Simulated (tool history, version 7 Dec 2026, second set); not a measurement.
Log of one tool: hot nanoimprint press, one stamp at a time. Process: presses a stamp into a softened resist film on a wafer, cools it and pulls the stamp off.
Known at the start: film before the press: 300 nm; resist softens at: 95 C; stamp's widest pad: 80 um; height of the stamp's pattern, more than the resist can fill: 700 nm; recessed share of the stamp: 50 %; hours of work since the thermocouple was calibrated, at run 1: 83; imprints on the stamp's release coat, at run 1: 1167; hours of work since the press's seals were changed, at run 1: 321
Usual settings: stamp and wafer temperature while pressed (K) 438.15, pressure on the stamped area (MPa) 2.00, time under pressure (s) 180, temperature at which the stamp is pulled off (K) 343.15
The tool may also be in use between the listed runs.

run	hour	stamp and wafer temperature while pressed (K)	pressure on the stamped area (MPa)	time under pressure (s)	temperature at which the stamp is pulled off (K)	hours of work since the thermocouple was calibrated	imprints on the stamp's release coat	hours of work since the press's seals were changed	resist left under the stamp's widest pad (nm)	greatest force while the stamp is pulled off (N)
1	0.0	438.15	2.00	180	343.15	83	1167	321	167.5	220
2	9.8	438.15	2.00	180	343.15	87	1197	326	165.6	234
3	25.0	438.15	2.00	180	350.15	94	1245	333	167.2	216
4	36.3	438.15	2.00	180	350.15	99	1280	338	167.2	214
5	58.0	438.15	2.00	180	350.15	108	1348	347	167.3	227
6	77.3	438.15	2.00	180	350.15	117	1408	356	168.7	224
7	93.7	426.15	2.00	180	350.15	124	1459	363	225.4	220
8	115.2	438.15	2.00	180	343.15	134	1526	373	167.0	244
9	137.2	438.15	2.00	180	343.15	144	1595	382	168.8	251
# hour 164.2: stamp cleaned and given a new release coat
10	164.2	438.15	2.00	180	343.15	153	0	392	167.6	173
11	185.9	438.15	2.00	217	343.15	163	68	402	158.7	170
12	197.6	438.15	2.00	180	343.15	168	105	407	169.1	181
13	219.0	438.15	2.00	180	343.15	177	171	416	168.6	185
14	229.6	438.15	2.00	180	343.15	182	204	421	168.5	186
15	247.6	428.15	2.00	121	343.15	190	261	429	237.0	181
16	267.9	438.15	2.00	109	343.15	199	324	438	196.9	198
17	279.2	435.15	1.81	180	333.15	204	359	443	189.3	210
18	300.9	437.15	1.86	279	333.15	214	427	453	154.6	217
19	313.6	443.15	1.86	279	344.15	220	467	458	129.0	194
20	333.2	443.15	1.34	200	344.15	228	528	467	166.5	200
21	349.8	443.15	2.47	106	344.15	236	580	475	163.4	199
22	365.5	433.15	1.50	311	334.15	243	629	482	181.4	226
23	377.8	433.15	1.87	180	343.15	248	667	487	197.4	208
24	395.8	433.15	1.87	180	343.15	256	723	495	197.2	212
25	406.5	438.15	2.00	198	343.15	261	757	500	163.8	202
26	428.2	438.15	1.37	99	332.15	271	824	509	224.3	236
27	440.3	438.15	1.37	99	332.15	276	862	515	225.2	238
28	462.8	439.15	2.00	180	340.15	286	932	525	164.7	232

3 ways to go on from here, each from the tool as it stands after run 28. What would each give?
A	476.7	439.15	2.00	151	340.15	292	976	531	?	?
B	476.7	438.15	2.00	101	334.15	292	976	531	?	?
C	476.7	440.15	1.82	180	329.15	292	976	531	?	?

run	resist left under the stamp's widest pad (nm)	greatest force while the stamp is pulled off (N)
A	175.4	232
B	201.9	240
C	166.3	249
Without the tool's hidden state the same runs would have given:
run	resist left under the stamp's widest pad (nm)	greatest force while the stamp is pulled off (N)
A	168.7	184
B	195.3	190
C	160.0	197

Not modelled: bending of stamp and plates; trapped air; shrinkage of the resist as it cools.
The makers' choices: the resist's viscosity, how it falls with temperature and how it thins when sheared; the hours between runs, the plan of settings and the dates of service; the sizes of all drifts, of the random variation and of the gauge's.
